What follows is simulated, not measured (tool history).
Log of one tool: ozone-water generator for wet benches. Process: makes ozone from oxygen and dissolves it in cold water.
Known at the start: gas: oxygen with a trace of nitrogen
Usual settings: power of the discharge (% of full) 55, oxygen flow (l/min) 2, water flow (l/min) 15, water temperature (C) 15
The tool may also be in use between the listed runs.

| run | hour | power of the discharge (% of full) | oxygen flow (l/min) | water flow (l/min) | water temperature (C) | dissolved ozone (ppm) | ozone in the gas ahead of the water (g/m3) |
|---|---|---|---|---|---|---|---|
| 1 | 0 | 55 | 2 | 15 | 15 | 15.7 | 199.6 |
| 2 | 104.8 | 55 | 2 | 15 | 9 | 16.8 | 198.1 |
| 3 | 251 | 55 | 2 | 15 | 9 | 16.7 | 198.6 |
|  | 302 | contactor cleaned |
| 4 | 329.9 | 55 | 2 | 15 | 9 | 16.7 | 200.6 |
| 5 | 513.4 | 55 | 2 | 15 | 9 | 16.5 | 196.9 |
| 6 | 678.8 | 55 | 2 | 15 | 15 | 16.1 | 198.3 |
|  | 777.2 | water thermometer calibrated |
| 7 | 832.1 | 55 | 2 | 15 | 15 | 15.9 | 200.1 |
| 8 | 1005.3 | 55 | 2.85 | 15 | 15 | 17.4 | 169.7 |
| 9 | 1150.1 | 55 | 2.85 | 15 | 15 | 17.2 | 170 |
| 10 | 1226.6 | 55 | 2.85 | 16 | 15 | 16.4 | 168.4 |
| 11 | 1362.3 | 55 | 2 | 10 | 15 | 22.3 | 197.6 |
| 12 | 1495.9 | 55 | 1.25 | 15 | 15 | 13.7 | 243.8 |
| 13 | 1668.2 | 55 | 1.25 | 15 | 15 | 13.6 | 243.1 |
| 14 | 1805.7 | 55 | 1.25 | 15 | 15 | 13.5 | 242.6 |
| 15 | 1984.3 | 55 | 1.25 | 15 | 15 | 13.7 | 243.8 |
| 16 | 2095.1 | 55 | 2 | 15 | 15 | 15.7 | 194.2 |

The next listed run, before its measurement:
| 17 | 2176 | 50 | 2.89 | 12 | 11 | ? | ? |

{"run 17": {"dissolved ozone (ppm)": 20.3, "ozone in the gas ahead of the water (g/m3)": 155.4}}
Without the tool's hidden state the same run would have given dissolved ozone (ppm) 20.4, ozone in the gas ahead of the water (g/m3) 157.5.
